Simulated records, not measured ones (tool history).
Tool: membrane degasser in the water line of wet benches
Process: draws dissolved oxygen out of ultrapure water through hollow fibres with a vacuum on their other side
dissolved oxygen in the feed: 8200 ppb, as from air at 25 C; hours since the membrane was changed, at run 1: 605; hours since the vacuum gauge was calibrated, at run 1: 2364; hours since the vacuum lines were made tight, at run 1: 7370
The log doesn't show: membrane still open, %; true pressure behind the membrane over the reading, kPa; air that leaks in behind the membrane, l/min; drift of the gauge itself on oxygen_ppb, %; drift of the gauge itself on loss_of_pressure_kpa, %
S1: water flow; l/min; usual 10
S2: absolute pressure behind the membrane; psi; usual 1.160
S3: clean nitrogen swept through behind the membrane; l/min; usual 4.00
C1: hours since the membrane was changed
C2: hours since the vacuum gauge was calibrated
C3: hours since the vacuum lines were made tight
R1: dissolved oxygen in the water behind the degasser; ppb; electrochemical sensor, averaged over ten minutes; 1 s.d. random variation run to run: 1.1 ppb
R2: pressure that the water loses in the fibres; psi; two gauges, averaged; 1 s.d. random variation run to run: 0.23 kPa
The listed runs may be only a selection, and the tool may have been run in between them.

run,hour,S1,S2,S3,C1,C2,C3,R1,R2
1,0.0,10,1.160,4.00,605,2364,7370,107.4,8.769
2,169.6,10,2.104,4.00,774,2533,7539,148.8,8.775
3,406.9,10,2.104,4.00,1012,2771,7776,151.2,8.772
4,630.3,10,1.505,4.00,1235,2994,8000,122.8,8.733
5,889.2,10,1.505,4.00,1494,3253,8259,122.2,8.762
6,1045.5,10,1.505,4.00,1650,3409,8415,125.0,8.797
7,1242.6,10,1.901,4.00,1847,3606,8612,142.2,8.778
# hour 1374.0: vacuum gauge calibrated
8,1496.5,10,1.901,4.00,2101,122,8866,144.6,8.833
9,1628.5,10,1.901,4.00,2233,255,8998,141.3,8.782
10,1835.7,10,1.901,4.00,2440,462,9205,144.1,8.884
# hour 2049.2: vacuum gauge calibrated, once more
11,2092.8,10,2.866,4.00,2697,44,9461,183.6,8.841
12,2280.8,10,2.866,4.00,2885,232,9649,184.9,8.773
13,2431.7,10,1.160,4.00,3036,382,9800,109.2,8.770
14,2638.6,10,1.160,9.29,3242,589,10007,91.5,8.869
15,2864.5,10,1.160,9.29,3468,815,10233,92.6,8.794
16,3030.3,10,1.160,4.00,3634,981,10399,111.4,8.879
17,3275.7,10,2.350,4.42,3880,1226,10644,157.4,8.885
18,3384.4,10,2.350,4.42,3988,1335,10753,158.2,8.846

What will run 19 give?
19,3494.9,10,1.152,4.00,4099,1446,10863,?,?

R1: 112.2 ppb
R2: 8.882 psi
Take away the tool's hidden state, keep the run-to-run variation as it was, and the same run would have given R1 104.2 ppb, R2 8.757 psi.
